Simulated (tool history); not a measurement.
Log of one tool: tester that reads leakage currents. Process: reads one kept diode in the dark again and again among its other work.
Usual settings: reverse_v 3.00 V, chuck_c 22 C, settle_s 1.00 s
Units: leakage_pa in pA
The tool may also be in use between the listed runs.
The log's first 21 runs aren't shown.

run	hour	reverse_v	chuck_c	settle_s	leakage_pa
22	567.8	7.87	32	0.93	84.04
23	601.1	7.87	32	0.93	83.68
24	624.2	7.60	25	1.12	51.90
25	643.8	2.65	35	2.49	66.96
26	680.8	2.65	35	2.49	66.89
27	709.7	3.00	22	0.39	30.68
28	729.9	3.00	22	0.39	30.48
29	746.3	3.00	22	0.39	30.51
30	769.0	3.00	36	3.54	75.14
31	786.0	3.00	36	3.54	75.09

Forecast each of these 3 alternatives for the next run:
A	808.7	3.00	36	0.86	?
B	808.7	3.12	36	0.68	?
C	808.7	15.75	32	3.54	?

run	leakage_pa
A	76.39
B	78.25
C	109.18
Without the tool's hidden state the same runs would have given:
run	leakage_pa
A	73.98
B	75.76
C	100.89
